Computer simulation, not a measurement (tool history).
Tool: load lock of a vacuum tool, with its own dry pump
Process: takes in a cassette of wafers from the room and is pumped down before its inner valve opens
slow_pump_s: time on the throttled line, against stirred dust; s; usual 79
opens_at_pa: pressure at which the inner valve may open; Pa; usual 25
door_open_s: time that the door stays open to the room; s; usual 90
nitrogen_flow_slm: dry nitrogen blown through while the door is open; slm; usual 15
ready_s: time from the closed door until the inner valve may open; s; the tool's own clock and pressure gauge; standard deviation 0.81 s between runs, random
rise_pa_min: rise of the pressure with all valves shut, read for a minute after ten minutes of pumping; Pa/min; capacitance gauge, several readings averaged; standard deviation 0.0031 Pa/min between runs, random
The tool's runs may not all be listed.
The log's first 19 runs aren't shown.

| run | hour | slow_pump_s | opens_at_pa | door_open_s | nitrogen_flow_slm | incoming humidity of the room's air, % | ready_s | rise_pa_min |
|---|---|---|---|---|---|---|---|---|
|  | 6984.1 | dry pump taken out, an overhauled one fitted |
| 20 | 7247.6 | 79 | 40 | 90 | 16 | 44.1 | 122.1 | 0.058 |
| 21 | 7669.6 | 79 | 31 | 26 | 16 | 45.5 | 125 | 0.033 |
|  | 8082.8 | door's seal changed, seat wiped |
| 22 | 8082.8 | 79 | 31 | 26 | 16 | 42.9 | 125.7 | 0.026 |
| 23 | 8454.2 | 79 | 25 | 142 | 15 | 44 | 125.9 | 0.068 |
| 24 | 8876.5 | 144 | 21 | 54 | 5 | 44.9 | 182.3 | 0.052 |
| 25 | 9181.4 | 63 | 25 | 90 | 15 | 47.3 | 112 | 0.054 |
| 26 | 9551.6 | 63 | 25 | 90 | 15 | 45.6 | 112.6 | 0.052 |
| 27 | 9898.9 | 131 | 18 | 90 | 15 | 45.7 | 172.5 | 0.051 |
| 28 | 10123.8 | 131 | 18 | 90 | 15 | 42.3 | 171.4 | 0.047 |
| 29 | 10539.6 | 89 | 25 | 38 | 15 | 42.6 | 131.7 | 0.036 |
| 30 | 10868.4 | 145 | 25 | 90 | 28 | 42.5 | 180.1 | 0.038 |
| 31 | 11128.3 | 145 | 41 | 161 | 32 | 46.6 | 177.8 | 0.048 |
| 32 | 11377.8 | 79 | 39 | 90 | 13 | 46.1 | 123.2 | 0.058 |
| 33 | 11863.5 | 94 | 27 | 30 | 8 | 44.2 | 137.6 | 0.038 |
| 34 | 12371.2 | 79 | 19 | 46 | 15 | 46.1 | 127.9 | 0.038 |
| 35 | 12880.2 | 79 | 22 | 165 | 16 | 44.4 | 127 | 0.064 |
| 36 | 13417.4 | 72 | 25 | 90 | 13 | 43.9 | 120.5 | 0.05 |

Consider 5 possible next runs. They are alternatives, not a sequence: every one starts from the tool as it was left by run 36. What does each give?
| A | 13944.9 | 79 | 26 | 144 | 31 | 47.9 | ? | ? |
| B | 13944.9 | 79 | 41 | 90 | 15 | 44 | ? | ? |
| C | 13944.9 | 45 | 25 | 90 | 9 | 46.1 | ? | ? |
| D | 13944.9 | 47 | 25 | 29 | 13 | 47.1 | ? | ? |
| E | 13944.9 | 79 | 25 | 90 | 14 | 46 | ? | ? |

| run | ready_s | rise_pa_min |
|---|---|---|
| A | 126.5 | 0.046 |
| B | 123 | 0.044 |
| C | 96.6 | 0.052 |
| D | 100 | 0.035 |
| E | 126.2 | 0.052 |
With no hidden state in the tool, these same runs would have given:
| run | ready_s | rise_pa_min |
|---|---|---|
| A | 126.4 | 0.045 |
| B | 123 | 0.044 |
| C | 96.6 | 0.052 |
| D | 99.9 | 0.034 |
| E | 126.1 | 0.051 |
